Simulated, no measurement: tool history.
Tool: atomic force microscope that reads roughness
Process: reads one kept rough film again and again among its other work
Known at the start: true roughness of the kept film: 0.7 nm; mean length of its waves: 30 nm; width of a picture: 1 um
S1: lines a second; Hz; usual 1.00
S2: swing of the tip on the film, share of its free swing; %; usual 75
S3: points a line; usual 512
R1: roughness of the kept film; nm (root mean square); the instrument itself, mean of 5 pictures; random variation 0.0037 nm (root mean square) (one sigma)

run	day	S1	S2	S3	R1
1	0.000	1.00	75	512	0.606
2	0.729	1.00	75	512	0.605
3	1.742	1.00	75	512	0.604
# day 2.583: new tip fitted
4	2.583	1.00	75	512	0.630
5	3.596	1.00	75	512	0.635
6	4.546	1.00	75	512	0.631
7	5.283	1.00	75	512	0.625
8	5.729	1.38	75	512	0.616
9	6.183	1.38	75	512	0.614
10	6.617	1.38	75	512	0.613
11	7.612	1.00	75	281	0.615
12	8.346	1.00	75	281	0.606
13	9.071	1.00	75	281	0.609
14	9.604	3.12	75	512	0.554
15	10.317	1.00	57	512	0.637
16	10.908	1.00	57	512	0.635
17	11.662	1.00	57	512	0.627
18	12.542	1.00	57	739	0.632
19	13.104	2.88	75	512	0.544
20	13.600	2.88	75	512	0.543
21	14.371	2.88	75	512	0.547
22	15.033	2.88	75	512	0.541
23	15.504	2.88	75	512	0.545
# day 15.638: height scale calibrated on a step standard
# day 15.779: new tip fitted
24	16.046	2.79	75	512	0.572
25	16.696	2.79	75	512	0.572
26	17.325	1.00	60	334	0.646
27	18.000	2.06	56	729	0.639
28	18.446	2.06	65	601	0.616
# day 19.096: height scale calibrated on a step standard, once more
29	19.338	2.66	61	769	0.622
30	20.250	2.66	60	514	0.622
31	21.267	3.29	72	309	0.562
32	21.708	3.29	72	309	0.562
33	22.262	0.92	67	309	0.622
34	22.979	0.92	67	309	0.628
35	23.746	0.92	67	309	0.613
36	24.208	0.58	80	488	0.619
37	25.058	3.08	88	939	0.489
38	25.850	1.92	88	761	0.539
39	26.400	3.05	85	781	0.501
40	27.021	3.05	56	508	0.612
41	27.775	3.58	77	435	0.519
42	28.383	2.06	79	512	0.554
# day 28.975: new tip fitted
43	29.138	0.90	85	761	0.620
44	29.675	0.78	57	261	0.645

5 ways to go on from here, each from the tool as it stands after run 44. What would each give?
A	30.638	0.61	57	261	?
B	30.638	0.97	76	524	?
C	30.638	1.00	73	608	?
D	30.638	1.69	75	512	?
E	30.638	2.82	57	894	?

run	R1
A	0.652
B	0.629
C	0.645
D	0.606
E	0.640
Without the tool's hidden state the same runs would have given:
run	R1
A	0.660
B	0.636
C	0.653
D	0.613
E	0.648
